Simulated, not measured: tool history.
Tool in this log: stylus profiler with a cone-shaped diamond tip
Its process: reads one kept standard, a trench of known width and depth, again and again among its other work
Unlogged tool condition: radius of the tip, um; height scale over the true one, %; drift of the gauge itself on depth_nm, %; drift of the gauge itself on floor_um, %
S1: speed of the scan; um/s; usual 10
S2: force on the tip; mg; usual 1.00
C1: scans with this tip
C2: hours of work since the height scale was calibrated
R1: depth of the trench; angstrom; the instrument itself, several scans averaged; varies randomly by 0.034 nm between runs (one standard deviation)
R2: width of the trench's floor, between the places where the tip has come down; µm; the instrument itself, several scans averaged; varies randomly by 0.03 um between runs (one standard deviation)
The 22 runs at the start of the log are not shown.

run 23 hour=250.6 | S1=13 S2=0.41 | C1=888 C2=179 | R1=1003.4 R2=48.36
run 24 hour=262.0 | S1=10 S2=0.34 | C1=922 C2=186 | R1=1002.8 R2=48.45
run 25 hour=274.3 | S1=6 S2=0.85 | C1=960 C2=193 | R1=1005.4 R2=48.50
run 26 hour=281.8 | S1=6 S2=0.85 | C1=982 C2=198 | R1=1005.9 R2=48.52
run 27 hour=295.0 | S1=6 S2=0.85 | C1=1022 C2=206 | R1=1005.8 R2=48.54
run 28 hour=301.3 | S1=28 S2=1.67 | C1=1041 C2=210 | R1=1009.2 R2=48.42
run 29 hour=315.3 | S1=28 S2=1.67 | C1=1083 C2=218 | R1=1008.8 R2=48.40
run 30 hour=327.1 | S1=8 S2=2.59 | C1=1119 C2=225 | R1=1012.6 R2=48.48
run 31 hour=337.1 | S1=8 S2=2.59 | C1=1150 C2=231 | R1=1013.0 R2=48.46
run 32 hour=347.1 | S1=3 S2=2.39 | C1=1180 C2=237 | R1=1010.7 R2=48.57
run 33 hour=356.0 | S1=3 S2=2.39 | C1=1207 C2=243 | R1=1011.5 R2=48.55
run 34 hour=370.6 | S1=14 S2=2.20 | C1=1251 C2=252 | R1=1010.8 R2=48.48

3 options for the next run, each taken on its own from the tool as it stands now. Forecast them:
run A hour=383.6 | S1=34 S2=2.71 | C1=1290 C2=260 | R1=? R2=?
run B hour=383.6 | S1=14 S2=0.70 | C1=1290 C2=260 | R1=? R2=?
run C hour=383.6 | S1=11 S2=0.57 | C1=1290 C2=260 | R1=? R2=?

run=A R1=1012.5 R2=48.43
run=B R1=1004.3 R2=48.47
run=C R1=1003.9 R2=48.41
With the hidden condition removed and each run's random variation left untouched, the same runs would have given:
run=A R1=1013.3 R2=48.49
run=B R1=1005.1 R2=48.53
run=C R1=1004.7 R2=48.47
